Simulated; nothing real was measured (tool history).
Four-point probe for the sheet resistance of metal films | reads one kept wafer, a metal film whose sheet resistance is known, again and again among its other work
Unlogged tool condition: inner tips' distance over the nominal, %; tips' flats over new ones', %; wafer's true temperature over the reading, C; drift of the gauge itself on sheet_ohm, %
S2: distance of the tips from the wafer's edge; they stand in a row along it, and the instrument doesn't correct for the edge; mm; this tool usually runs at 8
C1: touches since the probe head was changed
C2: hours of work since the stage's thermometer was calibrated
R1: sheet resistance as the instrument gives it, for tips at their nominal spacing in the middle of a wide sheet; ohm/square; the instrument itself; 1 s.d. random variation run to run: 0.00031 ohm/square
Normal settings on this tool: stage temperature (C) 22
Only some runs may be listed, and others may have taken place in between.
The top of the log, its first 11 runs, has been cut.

Run 12, hour 196.3: usual settings; C1 38256; C2 1103. Result: R1 1.563259 ohm/square.
Run 13, hour 213.7: usual settings; C1 38875; C2 1111. Result: R1 1.563676 ohm/square.
Run 14, hour 237.6: usual settings; C1 39722; C2 1122. Result: R1 1.563489 ohm/square.
Run 15, hour 258.9: usual settings but stage temperature (C) 18; C1 40478; C2 1132. Result: R1 1.566265 ohm/square.
Run 16, hour 280.3: usual settings but stage temperature (C) 18; C1 41238; C2 1142. Result: R1 1.565403 ohm/square.
Run 17, hour 300.9: usual settings but stage temperature (C) 18, S2 54 mm; C1 41972; C2 1152. Result: R1 1.561004 ohm/square.
Run 18, hour 325.3: usual settings but stage temperature (C) 28; C1 42840; C2 1163. Result: R1 1.559581 ohm/square.
Run 19, hour 342.1: usual settings but stage temperature (C) 28; C1 43437; C2 1171. Result: R1 1.559187 ohm/square.
Run 20, hour 365.5: usual settings but stage temperature (C) 28; C1 44267; C2 1182. Result: R1 1.558416 ohm/square.
Run 21, hour 384.8: usual settings; C1 44954; C2 1191. Result: R1 1.562137 ohm/square.
Run 22, hour 414.8: usual settings; C1 46017; C2 1205. Result: R1 1.562395 ohm/square.
Run 23, hour 434.6: usual settings but S2 16 mm; C1 46722; C2 1214. Result: R1 1.558606 ohm/square.
Run 24, hour 462.5: usual settings but stage temperature (C) 32, S2 12 mm; C1 47712; C2 1227. Result: R1 1.552534 ohm/square.
Run 25, hour 477.1: usual settings but S2 3 mm; C1 48232; C2 1234. Result: R1 1.593659 ohm/square.
Run 26, hour 504.4: usual settings but S2 34 mm; C1 49201; C2 1246. Result: R1 1.557211 ohm/square.
Run 27, hour 521.7: usual settings but S2 34 mm; C1 49814; C2 1254. Result: R1 1.558027 ohm/square.
Run 28, hour 548.5: usual settings but stage temperature (C) 26, S2 4 mm; C1 50768; C2 1267. Result: R1 1.575101 ohm/square.
At hour 551.5: stage's thermometer calibrated.
Run 29, hour 564.9: usual settings but stage temperature (C) 26, S2 4 mm; C1 51333; C2 6. Result: R1 1.576535 ohm/square.
Run 30, hour 592.8: usual settings but stage temperature (C) 31, S2 44 mm; C1 52324; C2 19. Result: R1 1.551733 ohm/square.
Run 31, hour 606.9: usual settings but stage temperature (C) 25, S2 44 mm; C1 52824; C2 26. Result: R1 1.555758 ohm/square.
Run 32, hour 625.0: usual settings but stage temperature (C) 32; C1 53470; C2 34. Result: R1 1.556203 ohm/square.

Expected results for the next run?
At hour 651.0: stage's thermometer calibrated, once more.
Run 33, hour 652.5: usual settings but stage temperature (C) 24, S2 27 mm; C1 54427; C2 1. Result: R1 ?.

Run 33 produced R1 1.553959 ohm/square.
Were there no unlogged condition in the tool, this run, its random variation unchanged, would have produced R1 1.559833 ohm/square.

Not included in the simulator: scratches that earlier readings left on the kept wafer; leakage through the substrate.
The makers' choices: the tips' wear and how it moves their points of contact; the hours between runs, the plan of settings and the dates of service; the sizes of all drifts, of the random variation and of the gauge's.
